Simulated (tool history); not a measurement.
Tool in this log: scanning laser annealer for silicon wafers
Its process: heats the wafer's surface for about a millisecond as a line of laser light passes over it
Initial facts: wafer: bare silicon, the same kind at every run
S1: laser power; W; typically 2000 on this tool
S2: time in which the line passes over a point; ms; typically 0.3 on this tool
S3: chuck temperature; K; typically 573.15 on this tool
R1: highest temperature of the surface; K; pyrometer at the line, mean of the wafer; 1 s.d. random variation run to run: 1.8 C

run   hour    S1     S2      S3       R1
  1      0  2000    0.3  573.15  1301.15
  2   39.8  2000    0.3  573.15  1303.15
  3   69.5  2000    0.3  573.15  1301.15
  4     87  2000    0.3  573.15  1300.15
  5    123  2000    0.3  573.15  1303.15
  6  144.8  2000    0.3  592.15  1318.15
  7  179.1  2000    0.3  592.15  1319.15
  8  199.1  2000    0.3  592.15  1318.15
  9  235.8  2000    0.3  591.15  1322.15
 10  271.7  2000    0.3  591.15  1318.15
 11    305  2000    0.3  591.15  1319.15
 12  337.4  2000    0.3  591.15  1318.15
 13  365.9  2000    0.3  591.15  1317.15
 14  390.2  2039    0.3  591.15  1335.15
 15  429.7  1837  0.364  536.15  1273.15
 16  458.2  1837  0.232  575.15  1147.15
 17  490.4  1837  0.232  575.15  1145.15
 18  522.8  1951  0.354  557.15  1335.15
     530.5  -- window over the wafer cleaned
 19  547.4  1951  0.354  557.15  1338.15
 20  586.4  1951  0.354  557.15  1336.15
 21  607.1  1951  0.354  557.15  1335.15
 22    634  2079  0.223  609.15  1254.15
 23  671.6  2137  0.297  573.15  1357.15
 24  697.8  2137  0.297  573.15  1355.15
 25  731.6  1783  0.347  551.15  1246.15
 26  758.2  2069  0.301  572.15  1331.15
 27  784.2  2069  0.322  572.15  1362.15
 28  809.6  2087  0.374  592.15  1454.15

Alternative continuations, all from the tool just after run 28; predict every row:
  A  838.5  2000    0.3  557.15   ?
  B  838.5  1981  0.217  537.15   ?
  C  838.5  1982  0.277  588.15   ?
  D  838.5  1745  0.242  576.15   ?
  E  838.5  1899    0.3  598.15   ?

run       R1
  A  1284.15
  B  1135.15
  C  1280.15
  D  1128.15
  E  1286.15
Stripped of hidden state, with their random variation kept, the same runs would have yielded:
run       R1
  A  1285.15
  B  1136.15
  C  1280.15
  D  1128.15
  E  1287.15

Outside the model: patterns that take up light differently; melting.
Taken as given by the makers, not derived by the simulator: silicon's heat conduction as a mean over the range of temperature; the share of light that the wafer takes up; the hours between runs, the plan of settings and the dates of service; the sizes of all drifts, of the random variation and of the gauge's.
